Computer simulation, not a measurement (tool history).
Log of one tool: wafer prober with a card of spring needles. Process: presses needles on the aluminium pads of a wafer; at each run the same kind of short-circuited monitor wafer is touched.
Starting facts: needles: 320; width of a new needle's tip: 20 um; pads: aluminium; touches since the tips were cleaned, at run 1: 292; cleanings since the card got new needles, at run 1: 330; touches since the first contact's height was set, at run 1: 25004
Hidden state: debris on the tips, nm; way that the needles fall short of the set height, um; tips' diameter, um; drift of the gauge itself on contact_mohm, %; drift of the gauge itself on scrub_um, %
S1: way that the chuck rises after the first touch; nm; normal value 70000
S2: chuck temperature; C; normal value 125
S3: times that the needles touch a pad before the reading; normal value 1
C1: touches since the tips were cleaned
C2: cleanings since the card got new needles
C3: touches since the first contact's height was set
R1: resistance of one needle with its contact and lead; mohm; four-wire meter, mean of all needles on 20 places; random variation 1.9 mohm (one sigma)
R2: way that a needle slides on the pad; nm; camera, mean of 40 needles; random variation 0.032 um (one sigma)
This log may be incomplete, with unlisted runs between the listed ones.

Run 1, hour 0: usual settings; C1 292; C2 330; C3 25004. Result: R1 228 mohm, R2 15190 nm.
At hour 7.4: tips cleaned on abrasive film.
At hour 14.9: tips cleaned on abrasive film.
At hour 24.2: tips cleaned on abrasive film.
At hour 31.6: tips cleaned on abrasive film.
At hour 40.9: tips cleaned on abrasive film.
At hour 50.2: tips cleaned on abrasive film.
At hour 57.6: tips cleaned on abrasive film.
At hour 65.1: tips cleaned on abrasive film.
At hour 72.7: tips cleaned on abrasive film.
Run 2, hour 72.7: usual settings but S2 60 C; C1 0; C2 339; C3 44328. Result: R1 201 mohm, R2 15090 nm.
At hour 82: tips cleaned on abrasive film.
At hour 89.4: tips cleaned on abrasive film.
At hour 96.9: tips cleaned on abrasive film.
At hour 104.3: tips cleaned on abrasive film.
At hour 111.8: tips cleaned on abrasive film.
At hour 121.1: tips cleaned on abrasive film.
At hour 130.3: tips cleaned on abrasive film.
At hour 137.8: tips cleaned on abrasive film.
Run 3, hour 141.3: usual settings; C1 943; C2 347; C3 62566. Result: R1 246 mohm, R2 14890 nm.
At hour 146.9: tips cleaned on abrasive film.
At hour 154.4: tips cleaned on abrasive film.
At hour 161.8: tips cleaned on abrasive film.
At hour 163.9: height of the first contact set anew.
At hour 171.4: tips cleaned on abrasive film.
At hour 178.8: tips cleaned on abrasive film.
At hour 186.3: tips cleaned on abrasive film.
At hour 193.7: tips cleaned on abrasive film.
At hour 201.2: tips cleaned on abrasive film.
At hour 208.6: tips cleaned on abrasive film.
Run 4, hour 211.9: usual settings; C1 893; C2 356; C3 12755. Result: R1 245 mohm, R2 14680 nm.
At hour 217.6: tips cleaned on abrasive film.
At hour 226.8: tips cleaned on abrasive film.
At hour 234.3: tips cleaned on abrasive film.
At hour 241.7: tips cleaned on abrasive film.
At hour 249.2: tips cleaned on abrasive film.
At hour 257.3: tips cleaned on abrasive film.
Run 5, hour 257.3: usual settings; C1 0; C2 362; C3 24808. Result: R1 221 mohm, R2 14580 nm.
At hour 264.8: tips cleaned on abrasive film.
At hour 272.2: tips cleaned on abrasive film.
At hour 281.5: tips cleaned on abrasive film.
At hour 290.8: tips cleaned on abrasive film.
At hour 300.1: tips cleaned on abrasive film.
At hour 307.5: tips cleaned on abrasive film.
At hour 315: tips cleaned on abrasive film.
At hour 324.3: tips cleaned on abrasive film.
At hour 333.6: tips cleaned on abrasive film.
At hour 341: tips cleaned on abrasive film.
Run 6, hour 345.1: usual settings; C1 1111; C2 372; C3 48160. Result: R1 258 mohm, R2 14450 nm.
At hour 348.9: tips cleaned on abrasive film.
At hour 356.4: tips cleaned on abrasive film.
At hour 363.8: tips cleaned on abrasive film.
At hour 371.3: tips cleaned on abrasive film.
At hour 378.7: tips cleaned on abrasive film.
At hour 386.1: tips cleaned on abrasive film.
At hour 395.4: tips cleaned on abrasive film.
At hour 402.9: tips cleaned on abrasive film.
Run 7, hour 408.1: usual settings; C1 1406; C2 380; C3 64891. Result: R1 266 mohm, R2 14300 nm.
At hour 411.9: tips cleaned on abrasive film.
At hour 421.2: tips cleaned on abrasive film.
At hour 423.3: height of the first contact set anew.
At hour 428.9: tips cleaned on abrasive film.
At hour 438.2: tips cleaned on abrasive film.
At hour 447.5: tips cleaned on abrasive film.
At hour 454.9: tips cleaned on abrasive film.
At hour 464.2: tips cleaned on abrasive film.
At hour 471.7: tips cleaned on abrasive film.
At hour 479.1: tips cleaned on abrasive film.
Run 8, hour 481.7: usual settings; C1 706; C2 389; C3 15533. Result: R1 239 mohm, R2 15250 nm.
At hour 487.3: tips cleaned on abrasive film.
At hour 494.8: tips cleaned on abrasive film.
At hour 504.1: tips cleaned on abrasive film.
At hour 511.5: tips cleaned on abrasive film.
At hour 519: tips cleaned on abrasive film.
Run 9, hour 524.3: usual settings but S2 28 C; C1 1427; C2 394; C3 26845. Result: R1 252 mohm, R2 15190 nm.
At hour 528: tips cleaned on abrasive film.
At hour 535.5: tips cleaned on abrasive film.
At hour 542.9: tips cleaned on abrasive film.
At hour 550.4: tips cleaned on abrasive film.
At hour 559.7: tips cleaned on abrasive film.
At hour 567.1: tips cleaned on abrasive film.
At hour 574.6: tips cleaned on abrasive film.
At hour 583.8: tips cleaned on abrasive film.
At hour 591.3: tips cleaned on abrasive film.
At hour 593.4: height of the first contact set anew, once more.
At hour 599: tips cleaned on abrasive film.
At hour 606.5: tips cleaned on abrasive film.
At hour 615.8: tips cleaned on abrasive film.
Run 10, hour 617.4: usual settings but S1 63000 nm, S2 28 C; C1 445; C2 406; C3 6376. Result: R1 224 mohm, R2 13790 nm.
At hour 624.9: tips cleaned on abrasive film.
At hour 634.2: tips cleaned on abrasive film.
At hour 643.4: tips cleaned on abrasive film.
At hour 650.9: tips cleaned on abrasive film.
At hour 660.2: tips cleaned on abrasive film.
At hour 669.5: tips cleaned on abrasive film.
At hour 678.7: tips cleaned on abrasive film.
At hour 686.2: tips cleaned on abrasive film.
At hour 693.6: tips cleaned on abrasive film.
Run 11, hour 699.3: usual settings but S1 73000 nm; C1 1519; C2 415; C3 28159. Result: R1 261 mohm, R2 15840 nm.
At hour 701.2: tips cleaned on abrasive film.
At hour 708.7: tips cleaned on abrasive film.
At hour 716.1: tips cleaned on abrasive film.
At hour 723.6: tips cleaned on abrasive film.
At hour 732.9: tips cleaned on abrasive film.
At hour 740.3: tips cleaned on abrasive film.
At hour 747.8: tips cleaned on abrasive film.
At hour 755.2: tips cleaned on abrasive film.
At hour 762.7: tips cleaned on abrasive film.
At hour 771.9: tips cleaned on abrasive film.
Run 12, hour 776.7: usual settings but S1 73000 nm; C1 1280; C2 425; C3 48719. Result: R1 263 mohm, R2 15680 nm.
At hour 780.5: tips cleaned on abrasive film.
At hour 787.9: tips cleaned on abrasive film.
At hour 795.4: tips cleaned on abrasive film.
At hour 802.8: tips cleaned on abrasive film.
At hour 812.1: tips cleaned on abrasive film.
At hour 821.4: tips cleaned on abrasive film.
At hour 828.8: tips cleaned on abrasive film.
At hour 838.1: tips cleaned on abrasive film.
At hour 845.6: tips cleaned on abrasive film.
At hour 857.6: card fitted with new needles.
At hour 865: tips cleaned on abrasive film.
At hour 874.3: tips cleaned on abrasive film.
At hour 881.7: tips cleaned on abrasive film.
At hour 889.2: tips cleaned on abrasive film.
Run 13, hour 893.4: usual settings but S3 2; C1 1143; C2 4; C3 9545. Result: R1 218 mohm, R2 15290 nm.
At hour 897.2: tips cleaned on abrasive film.
At hour 906.5: tips cleaned on abrasive film.
At hour 913.9: tips cleaned on abrasive film.
At hour 923.2: tips cleaned on abrasive film.
At hour 932.5: tips cleaned on abrasive film.
At hour 940: tips cleaned on abrasive film.
At hour 949.2: tips cleaned on abrasive film.
At hour 956.7: tips cleaned on abrasive film.
At hour 964.1: tips cleaned on abrasive film.
At hour 973.4: tips cleaned on abrasive film.
Run 14, hour 977: usual settings but S1 63000 nm; C1 969; C2 14; C3 31765. Result: R1 234 mohm, R2 13650 nm.
At hour 982.6: tips cleaned on abrasive film.
At hour 990.1: tips cleaned on abrasive film.
At hour 997.5: tips cleaned on abrasive film.
At hour 1005: tips cleaned on abrasive film.
At hour 1012.4: tips cleaned on abrasive film.
At hour 1021.7: tips cleaned on abrasive film.
At hour 1029.1: tips cleaned on abrasive film.
At hour 1036.6: tips cleaned on abrasive film.
At hour 1045.9: tips cleaned on abrasive film.
At hour 1053.3: tips cleaned on abrasive film.
Run 15, hour 1054.7: usual settings but S1 57000 nm, S2 52 C, S3 2; C1 373; C2 24; C3 52401. Result: R1 204 mohm, R2 12120 nm.
At hour 1062.2: tips cleaned on abrasive film.
At hour 1069.6: tips cleaned on abrasive film.
At hour 1078.9: tips cleaned on abrasive film.
At hour 1088.2: tips cleaned on abrasive film.
At hour 1095.6: tips cleaned on abrasive film.
Run 16, hour 1100: usual settings but S1 66000 nm, S2 37 C, S3 2; C1 1180; C2 29; C3 64455. Result: R1 207 mohm, R2 14000 nm.
At hour 1103.8: tips cleaned on abrasive film.
At hour 1111.2: tips cleaned on abrasive film.
At hour 1117: height of the first contact set anew.
At hour 1119: tips cleaned on abrasive film.
At hour 1126.4: tips cleaned on abrasive film.
At hour 1133.9: tips cleaned on abrasive film.
At hour 1143.2: tips cleaned on abrasive film.
At hour 1150.6: tips cleaned on abrasive film.
At hour 1159.9: tips cleaned on abrasive film.
Run 17, hour 1162.3: usual settings but S1 66000 nm, S2 47 C; C1 661; C2 37; C3 12029. Result: R1 210 mohm, R2 14380 nm.
At hour 1168: tips cleaned on abrasive film.
At hour 1175.4: tips cleaned on abrasive film.
At hour 1182.9: tips cleaned on abrasive film.
At hour 1190.3: tips cleaned on abrasive film.
At hour 1197.7: tips cleaned on abrasive film.
At hour 1207: tips cleaned on abrasive film.
At hour 1214.5: tips cleaned on abrasive film.
At hour 1221.9: tips cleaned on abrasive film.
At hour 1229.4: tips cleaned on abrasive film.
At hour 1238.7: tips cleaned on abrasive film.
Run 18, hour 1240.8: usual settings but S1 61000 nm, S2 44 C, S3 3; C1 578; C2 47; C3 32871. Result: R1 200 mohm, R2 13190 nm.

3 ways to go on from here, each from the tool as it stands after run 18. What would each give?
At hour 1246.4: tips cleaned on abrasive film.
At hour 1253.9: tips cleaned on abrasive film.
At hour 1261.3: tips cleaned on abrasive film.
At hour 1268.8: tips cleaned on abrasive film.
At hour 1276.2: tips cleaned on abrasive film.
At hour 1283.6: tips cleaned on abrasive film.
At hour 1291.1: tips cleaned on abrasive film.
At hour 1298.5: tips cleaned on abrasive film.
At hour 1306: tips cleaned on abrasive film.
At hour 1313.4: tips cleaned on abrasive film.
Run A, hour 1314.1: usual settings but S1 61000 nm, S2 27 C, S3 3; C1 180; C2 57; C3 52324. Result: R1 ?, R2 ?.
At hour 1246.4: tips cleaned on abrasive film.
At hour 1253.9: tips cleaned on abrasive film.
At hour 1261.3: tips cleaned on abrasive film.
At hour 1268.8: tips cleaned on abrasive film.
At hour 1276.2: tips cleaned on abrasive film.
At hour 1283.6: tips cleaned on abrasive film.
At hour 1291.1: tips cleaned on abrasive film.
At hour 1298.5: tips cleaned on abrasive film.
At hour 1306: tips cleaned on abrasive film.
At hour 1313.4: tips cleaned on abrasive film.
Run B, hour 1314.1: usual settings but S1 61000 nm, S2 29 C, S3 3; C1 180; C2 57; C3 52324. Result: R1 ?, R2 ?.
At hour 1246.4: tips cleaned on abrasive film.
At hour 1253.9: tips cleaned on abrasive film.
At hour 1261.3: tips cleaned on abrasive film.
At hour 1268.8: tips cleaned on abrasive film.
At hour 1276.2: tips cleaned on abrasive film.
At hour 1283.6: tips cleaned on abrasive film.
At hour 1291.1: tips cleaned on abrasive film.
At hour 1298.5: tips cleaned on abrasive film.
At hour 1306: tips cleaned on abrasive film.
At hour 1313.4: tips cleaned on abrasive film.
Run C, hour 1314.1: usual settings but S1 61000 nm, S2 28 C, S3 2; C1 180; C2 57; C3 52324. Result: R1 ?, R2 ?.

run   R1     R2
  A  190  12990
  B  196  13010
  C  195  12950
Stripped of hidden state, with their random variation kept, the same runs would have yielded:
run   R1     R2
  A  185  13450
  B  190  13470
  C  186  13410
